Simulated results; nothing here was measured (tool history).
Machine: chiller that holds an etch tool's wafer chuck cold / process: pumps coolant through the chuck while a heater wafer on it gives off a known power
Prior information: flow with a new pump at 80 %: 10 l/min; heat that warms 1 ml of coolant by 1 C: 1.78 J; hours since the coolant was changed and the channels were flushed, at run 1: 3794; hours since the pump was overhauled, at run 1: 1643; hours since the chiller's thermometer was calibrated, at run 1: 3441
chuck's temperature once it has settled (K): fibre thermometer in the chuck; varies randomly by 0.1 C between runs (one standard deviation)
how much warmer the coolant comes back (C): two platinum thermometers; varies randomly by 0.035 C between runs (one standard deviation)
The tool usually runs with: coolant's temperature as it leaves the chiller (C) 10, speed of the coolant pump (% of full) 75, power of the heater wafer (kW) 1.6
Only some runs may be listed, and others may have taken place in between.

run,hour,coolant's temperature as it leaves the chiller (C),speed of the coolant pump (% of full),power of the heater wafer (kW),hours since the coolant was changed and the channels were flushed,hours since the pump was overhauled,hours since the chiller's thermometer was calibrated,chuck's temperature once it has settled (K),how much warmer the coolant comes back (C)
1,0,10,75,1.6,3794,1643,3441,294.95,5.79
2,25.4,10,75,1.6,3819,1669,3467,294.85,5.82
3,50.9,10,75,1.6,3845,1694,3492,295.05,5.76
4,86.4,10,75,1.6,3880,1730,3528,294.85,5.66
5,125.3,10,75,1.6,3919,1769,3567,294.75,5.76
6,152.9,10,75,1.6,3947,1796,3594,294.95,5.82
7,197,10,75,1.6,3991,1840,3638,295.05,5.73
8,236.1,10,62,1.212,4030,1879,3678,293.45,5.31
9,272.5,10,62,0.911,4066,1916,3714,290.95,3.92
10,307.9,18,70,1.762,4102,1951,3749,304.95,6.82
11,339.2,18,70,1.762,4133,1982,3781,304.75,6.75
12,359.1,10,64,1.6,4153,2002,3801,296.35,6.74

Here are 3 independent what-if runs from the current tool condition. What would each one return?
A,387.5,8,77,1.116,4181,2031,3829,?,?
B,387.5,11,90,1.165,4181,2031,3829,?,?
C,387.5,10,95,1.6,4181,2031,3829,?,?

run,chuck's temperature once it has settled (K),how much warmer the coolant comes back (C)
A,289.25,3.95
B,291.65,3.55
C,292.95,4.57
The same runs, with their run-to-run variation unchanged, on a tool lacking any hidden condition would have given:
run,chuck's temperature once it has settled (K),how much warmer the coolant comes back (C)
A,289.25,3.95
B,291.65,3.55
C,292.95,4.57
